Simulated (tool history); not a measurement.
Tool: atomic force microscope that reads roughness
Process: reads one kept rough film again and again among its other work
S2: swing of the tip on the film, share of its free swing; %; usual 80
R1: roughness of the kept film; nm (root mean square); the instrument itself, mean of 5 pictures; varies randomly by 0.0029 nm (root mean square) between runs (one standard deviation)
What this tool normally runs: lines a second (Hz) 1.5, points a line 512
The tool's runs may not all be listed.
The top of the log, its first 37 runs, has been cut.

{"run": 38, "hour": 618.4, "lines a second (Hz)": 3.74, "S2": 83, "points a line": 706, "R1": 0.612}
{"hour": 631.4, "done": "new tip fitted"}
{"run": 39, "hour": 634.3, "lines a second (Hz)": 0.53, "S2": 85, "points a line": 706, "R1": 0.859}
{"run": 40, "hour": 650.9, "lines a second (Hz)": 0.53, "S2": 85, "points a line": 706, "R1": 0.853}
{"run": 41, "hour": 663.8, "lines a second (Hz)": 0.53, "S2": 85, "points a line": 706, "R1": 0.846}
{"run": 42, "hour": 673.8, "lines a second (Hz)": 2.99, "S2": 58, "points a line": 378, "R1": 0.821}
{"run": 43, "hour": 685.8, "lines a second (Hz)": 3.5, "S2": 58, "points a line": 723, "R1": 0.807}
{"hour": 688.0, "done": "new tip fitted"}
{"run": 44, "hour": 701.9, "lines a second (Hz)": 3.19, "S2": 58, "points a line": 723, "R1": 0.832}
{"run": 45, "hour": 717.5, "lines a second (Hz)": 3.19, "S2": 58, "points a line": 723, "R1": 0.826}
{"run": 46, "hour": 729.1, "lines a second (Hz)": 0.99, "S2": 80, "points a line": 685, "R1": 0.811}
{"hour": 744.4, "done": "new tip fitted"}
{"run": 47, "hour": 751.2, "lines a second (Hz)": 0.99, "S2": 80, "points a line": 685, "R1": 0.839}
{"run": 48, "hour": 768.9, "lines a second (Hz)": 2.2, "S2": 78, "points a line": 594, "R1": 0.751}
{"run": 49, "hour": 786.6, "lines a second (Hz)": 3.11, "S2": 56, "points a line": 549, "R1": 0.832}

Each row is a separate what-if for the run after 49, all from the same tool condition, not one after another. Results?
{"hour": 800.2, "done": "new tip fitted"}
{"run": "A", "hour": 801.6, "lines a second (Hz)": 1.26, "S2": 56, "points a line": 921, "R1": "?"}
{"hour": 800.2, "done": "new tip fitted"}
{"run": "B", "hour": 801.6, "lines a second (Hz)": 0.91, "S2": 80, "points a line": 512, "R1": "?"}
{"hour": 800.2, "done": "new tip fitted"}
{"run": "C", "hour": 801.6, "lines a second (Hz)": 0.56, "S2": 70, "points a line": 512, "R1": "?"}
{"hour": 800.2, "done": "new tip fitted"}
{"run": "D", "hour": 801.6, "lines a second (Hz)": 1.5, "S2": 78, "points a line": 757, "R1": "?"}

run=A R1=0.905
run=B R1=0.845
run=C R1=0.897
run=D R1=0.812
The same runs, with their run-to-run variation unchanged, on a tool lacking any hidden condition would have given:
run=A R1=0.905
run=B R1=0.845
run=C R1=0.896
run=D R1=0.812

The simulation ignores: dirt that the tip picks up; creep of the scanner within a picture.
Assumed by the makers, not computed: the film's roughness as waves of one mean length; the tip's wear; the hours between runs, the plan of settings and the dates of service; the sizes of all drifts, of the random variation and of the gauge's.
